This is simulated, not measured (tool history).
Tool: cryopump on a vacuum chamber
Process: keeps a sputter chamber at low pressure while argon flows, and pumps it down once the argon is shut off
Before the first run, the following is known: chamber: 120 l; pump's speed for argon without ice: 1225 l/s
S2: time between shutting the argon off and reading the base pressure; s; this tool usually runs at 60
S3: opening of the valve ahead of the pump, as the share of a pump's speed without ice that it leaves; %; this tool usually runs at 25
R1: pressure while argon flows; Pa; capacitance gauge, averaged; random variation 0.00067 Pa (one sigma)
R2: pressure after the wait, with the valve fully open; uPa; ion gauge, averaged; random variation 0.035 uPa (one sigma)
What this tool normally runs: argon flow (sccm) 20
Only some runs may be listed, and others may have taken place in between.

Run 1, hour 0: usual settings. Result: R1 0.1125 Pa, R2 4.78 uPa.
Run 2, hour 60.3: usual settings. Result: R1 0.1137 Pa, R2 4.99 uPa.
At hour 118.6: leaking fittings of the chamber tightened, without venting.
Run 3, hour 118.6: usual settings. Result: R1 0.1124 Pa, R2 2.07 uPa.
Run 4, hour 144.3: usual settings. Result: R1 0.1138 Pa, R2 1.97 uPa.
Run 5, hour 180.5: usual settings. Result: R1 0.1139 Pa, R2 2.04 uPa.
Run 6, hour 230.2: usual settings but argon flow (sccm) 15. Result: R1 0.086 Pa, R2 2.08 uPa.
Run 7, hour 286.7: usual settings but S3 43 %. Result: R1 0.068 Pa, R2 2.24 uPa.
Run 8, hour 323.2: usual settings but S3 43 %. Result: R1 0.0693 Pa, R2 2.32 uPa.
Run 9, hour 367.9: usual settings. Result: R1 0.1144 Pa, R2 2.29 uPa.
Run 10, hour 423.8: usual settings. Result: R1 0.1155 Pa, R2 2.41 uPa.
Run 11, hour 458: usual settings but S3 48 %. Result: R1 0.0625 Pa, R2 2.51 uPa.
Run 12, hour 490.5: usual settings but S3 48 %. Result: R1 0.0618 Pa, R2 2.49 uPa.
Run 13, hour 545.8: usual settings. Result: R1 0.1148 Pa, R2 2.55 uPa.
Run 14, hour 572.2: usual settings but S2 38 s. Result: R1 0.115 Pa, R2 3.49 uPa.
Run 15, hour 628.3: usual settings. Result: R1 0.1169 Pa, R2 2.72 uPa.
Run 16, hour 683.2: usual settings. Result: R1 0.1179 Pa, R2 2.71 uPa.

Estimate the outcome of run 17 from the log above:
Run 17, hour 717.3: usual settings. Result: R1 ?, R2 ?.

R1: 0.1166 Pa
R2: 2.8 uPa
Had the tool carried no hidden state, the very same run would have given R1 0.1104 Pa, R2 1.96 uPa.
